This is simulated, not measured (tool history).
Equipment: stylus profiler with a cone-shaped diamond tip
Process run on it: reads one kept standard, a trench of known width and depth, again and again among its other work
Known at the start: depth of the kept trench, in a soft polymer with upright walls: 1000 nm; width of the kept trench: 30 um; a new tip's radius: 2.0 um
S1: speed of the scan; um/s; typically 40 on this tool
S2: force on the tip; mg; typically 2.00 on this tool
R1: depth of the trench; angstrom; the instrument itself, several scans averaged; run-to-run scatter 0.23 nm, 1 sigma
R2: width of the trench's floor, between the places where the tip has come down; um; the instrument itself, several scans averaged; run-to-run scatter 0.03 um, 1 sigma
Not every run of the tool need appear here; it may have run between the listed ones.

run 1 hour=0.0 | S1=40 S2=2.00 | R1=10079.3 R2=26.45
run 2 hour=16.1 | S1=25 S2=2.00 | R1=10083.2 R2=26.51
run 3 hour=33.4 | S1=25 S2=2.00 | R1=10081.6 R2=26.51
run 4 hour=50.7 | S1=25 S2=2.00 | R1=10082.2 R2=26.49
run 5 hour=69.9 | S1=25 S2=3.71 | R1=10117.0 R2=26.42
run 6 hour=93.0 | S1=96 S2=2.00 | R1=10078.7 R2=26.16
run 7 hour=118.0 | S1=96 S2=2.00 | R1=10078.3 R2=26.13
run 8 hour=139.7 | S1=40 S2=3.57 | R1=10108.7 R2=26.31
run 9 hour=157.4 | S1=40 S2=3.57 | R1=10115.2 R2=26.27
run 10 hour=180.7 | S1=40 S2=1.43 | R1=10058.5 R2=26.24
-- hour=183.3 height scale calibrated on a step standard
run 11 hour=205.6 | S1=40 S2=1.43 | R1=10054.1 R2=26.19
run 12 hour=228.1 | S1=40 S2=1.43 | R1=10055.9 R2=26.18
run 13 hour=249.8 | S1=40 S2=1.43 | R1=10051.5 R2=26.11
-- hour=251.8 height scale calibrated on a step standard, once more
run 14 hour=267.1 | S1=40 S2=1.43 | R1=10064.2 R2=26.17
run 15 hour=284.6 | S1=40 S2=1.43 | R1=10055.6 R2=26.07
run 16 hour=302.5 | S1=40 S2=2.00 | R1=10071.1 R2=26.15
run 17 hour=314.4 | S1=40 S2=2.00 | R1=10072.8 R2=26.09
run 18 hour=327.8 | S1=40 S2=2.00 | R1=10073.8 R2=26.09
run 19 hour=353.2 | S1=40 S2=2.00 | R1=10070.6 R2=26.08
run 20 hour=366.9 | S1=22 S2=0.89 | R1=10038.9 R2=26.05
run 21 hour=391.1 | S1=47 S2=0.90 | R1=10038.9 R2=25.88
run 22 hour=412.0 | S1=76 S2=5.20 | R1=10138.7 R2=25.99
run 23 hour=437.6 | S1=76 S2=5.20 | R1=10137.9 R2=25.95
run 24 hour=451.2 | S1=76 S2=5.20 | R1=10138.0 R2=25.95
run 25 hour=474.6 | S1=76 S2=5.20 | R1=10139.1 R2=25.83
run 26 hour=492.6 | S1=27 S2=0.87 | R1=10033.4 R2=25.93
run 27 hour=508.6 | S1=36 S2=2.68 | R1=10084.1 R2=25.97
run 28 hour=524.1 | S1=36 S2=2.68 | R1=10081.5 R2=25.93
run 29 hour=546.1 | S1=35 S2=2.96 | R1=10089.2 R2=25.93
run 30 hour=560.7 | S1=19 S2=1.85 | R1=10061.7 R2=25.93
run 31 hour=583.6 | S1=97 S2=0.80 | R1=10034.9 R2=25.43
run 32 hour=600.5 | S1=17 S2=3.74 | R1=10103.3 R2=25.91
run 33 hour=624.1 | S1=21 S2=3.61 | R1=10105.0 R2=25.89

A few steps of R1 between consecutive runs. Split each: what settings, incoming material and random variation would produce without the hidden state, and what is left over for the hidden state, along with gauge scatter present in only one of the two compared results (measured, and without hidden state):
The tool's hidden condition here consists of: radius of the tip, um; height scale over the true one, %; drift of the gauge itself on depth_nm, %; drift of the gauge itself on floor_um, %.
Run 6 -> 7: settings left as they were, no log entry in between. R1 -0.4 angstrom: hidden state -0.8, all else +0.4.
Run 10 -> 11: height scale calibrated on a step standard. R1 -4.4 angstrom: hidden state -1.2, all else -3.2.
Run 13 -> 14: height scale calibrated on a step standard, once more. R1 +12.7 angstrom: hidden state +2.6, all else +10.1.
Run 21 -> 22: S1 47 -> 76, S2 0.90 -> 5.20. R1 +99.8 angstrom: hidden state -0.8, all else +100.6.
Run 25 -> 26: S1 76 -> 27, S2 5.20 -> 0.87. R1 -105.7 angstrom: hidden state -0.5, all else -105.2.
Run 31 -> 32: S1 97 -> 17, S2 0.80 -> 3.74. R1 +68.4 angstrom: hidden state -0.6, all else +69.0.

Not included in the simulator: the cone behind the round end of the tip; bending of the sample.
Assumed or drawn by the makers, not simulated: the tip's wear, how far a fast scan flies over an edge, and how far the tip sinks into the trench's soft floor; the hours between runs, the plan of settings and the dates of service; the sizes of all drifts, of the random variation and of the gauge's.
